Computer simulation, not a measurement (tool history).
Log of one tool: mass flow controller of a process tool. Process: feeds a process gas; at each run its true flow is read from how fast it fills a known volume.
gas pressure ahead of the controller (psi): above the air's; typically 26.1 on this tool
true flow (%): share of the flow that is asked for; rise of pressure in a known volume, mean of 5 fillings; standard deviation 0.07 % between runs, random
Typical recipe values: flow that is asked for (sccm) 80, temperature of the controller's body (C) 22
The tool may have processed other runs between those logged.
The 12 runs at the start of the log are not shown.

run	hour	flow that is asked for (sccm)	gas pressure ahead of the controller (psi)	temperature of the controller's body (C)	hours of work since the controller was set to zero	hours of work since the controller was changed	true flow (%)
13	3008.0	170	25.5	22	1846	1846	99.96
14	3342.9	41	26.1	22	2022	2022	98.32
15	3485.2	80	32.8	22	2097	2097	98.92
16	3826.7	80	32.8	22	2277	2277	98.98
# hour 3851.4: controller's zero set anew
17	3980.2	127	26.1	22	68	2357	99.42
18	4292.1	127	26.1	22	232	2521	99.58
19	4626.8	47	23.9	27	408	2697	99.73
20	4813.4	47	34.8	34	506	2795	101.09
21	5039.1	153	26.1	24	624	2914	100.44
22	5381.1	80	40.2	35	804	3093	101.31
# hour 5626.9: controller's zero set anew, once more
23	5723.5	156	27.0	22	51	3273	99.88
24	5873.3	156	27.0	22	129	3352	99.81
25	6062.1	85	27.1	22	229	3451	98.67
26	6377.0	27	31.8	32	394	3616	99.24
27	6646.8	189	28.9	34	536	3758	101.99
28	6883.9	28	29.4	25	661	3883	98.76
29	7215.3	107	29.4	35	835	4057	100.86
30	7447.4	23	26.1	20	957	4179	98.34

What does the tool deliver on the next run?
31	7633.0	86	28.7	31	1054	4276	?

{"run 31": {"true flow (%)": 100.17}}
Were there no unlogged condition in the tool, this run, its random variation unchanged, would have produced true flow (%) 98.60.
